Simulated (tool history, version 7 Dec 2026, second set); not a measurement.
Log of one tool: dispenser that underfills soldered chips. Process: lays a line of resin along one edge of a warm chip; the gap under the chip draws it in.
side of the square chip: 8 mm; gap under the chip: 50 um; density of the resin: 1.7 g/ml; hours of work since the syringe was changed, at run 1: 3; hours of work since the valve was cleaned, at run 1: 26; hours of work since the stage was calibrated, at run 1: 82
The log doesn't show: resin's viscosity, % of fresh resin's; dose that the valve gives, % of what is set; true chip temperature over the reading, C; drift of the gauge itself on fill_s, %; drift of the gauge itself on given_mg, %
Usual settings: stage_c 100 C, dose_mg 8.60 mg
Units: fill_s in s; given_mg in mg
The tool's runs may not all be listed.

| run | hour | stage_c | dose_mg | hours of work since the syringe was changed | hours of work since the valve was cleaned | hours of work since the stage was calibrated | fill_s | given_mg |
|---|---|---|---|---|---|---|---|---|
| 1 | 0.0 | 100 | 8.60 | 3 | 26 | 82 | 32.4 | 8.58 |
| 2 | 4.6 | 100 | 8.60 | 6 | 29 | 85 | 42.8 | 8.48 |
|  | 6.2 | new syringe of resin |
| 3 | 9.1 | 100 | 8.60 | 2 | 32 | 88 | 30.0 | 8.50 |
| 4 | 14.5 | 100 | 8.60 | 6 | 35 | 91 | 42.3 | 8.51 |
|  | 16.4 | new syringe of resin |
| 5 | 19.8 | 100 | 8.60 | 2 | 39 | 95 | 30.7 | 8.48 |
| 6 | 22.8 | 99 | 8.60 | 4 | 41 | 97 | 38.2 | 8.45 |
|  | 27.0 | new syringe of resin |
| 7 | 28.9 | 100 | 8.60 | 1 | 45 | 101 | 28.2 | 8.45 |
|  | 30.5 | dispensing valve cleaned and set on the balance |
| 8 | 32.7 | 100 | 8.60 | 3 | 1 | 102 | 32.5 | 8.58 |
| 9 | 36.3 | 100 | 8.60 | 6 | 4 | 105 | 40.8 | 8.60 |
|  | 38.3 | new syringe of resin |
| 10 | 39.0 | 100 | 9.81 | 1 | 5 | 107 | 25.6 | 9.77 |
| 11 | 42.3 | 100 | 9.81 | 3 | 8 | 109 | 31.6 | 9.80 |
| 12 | 46.4 | 97 | 8.67 | 5 | 10 | 111 | 45.3 | 8.64 |
|  | 48.5 | new syringe of resin |
| 13 | 49.6 | 97 | 8.67 | 1 | 12 | 113 | 30.4 | 8.67 |
| 14 | 52.4 | 89 | 10.79 | 3 | 14 | 115 | 47.4 | 10.74 |
| 15 | 55.8 | 94 | 9.08 | 5 | 16 | 118 | 48.2 | 9.00 |
|  | 58.8 | new syringe of resin |
| 16 | 61.6 | 94 | 9.08 | 2 | 20 | 121 | 37.3 | 8.98 |
| 17 | 64.5 | 100 | 8.86 | 4 | 22 | 123 | 35.6 | 8.78 |
| 18 | 67.9 | 103 | 7.41 | 6 | 24 | 125 | 39.2 | 7.38 |
|  | 69.1 | new syringe of resin |
| 19 | 72.1 | 103 | 7.41 | 2 | 27 | 128 | 27.8 | 7.34 |
| 20 | 76.5 | 105 | 9.62 | 5 | 30 | 131 | 32.1 | 9.54 |
|  | 79.5 | new syringe of resin |
| 21 | 81.3 | 105 | 9.62 | 1 | 33 | 134 | 23.3 | 9.45 |
| 22 | 85.1 | 113 | 7.35 | 4 | 36 | 137 | 22.8 | 7.27 |

Hidden state or all else? Some run-to-run changes of fill_s, split into what the settings, what came in and random variation would give without the hidden state, and what is left for the hidden state (with any gauge scatter that isn't in both results):
Run 9 -> 10: dose_mg 8.60 -> 9.81, new syringe of resin. fill_s -15.2 s: hidden state -13.9, all else -1.3.
Run 12 -> 13: new syringe of resin. fill_s -14.9 s: hidden state -14.5, all else -0.4.
Run 13 -> 14: stage_c 97 -> 89, dose_mg 8.67 -> 10.79. fill_s +17.0 s: hidden state +8.1, all else +8.9.
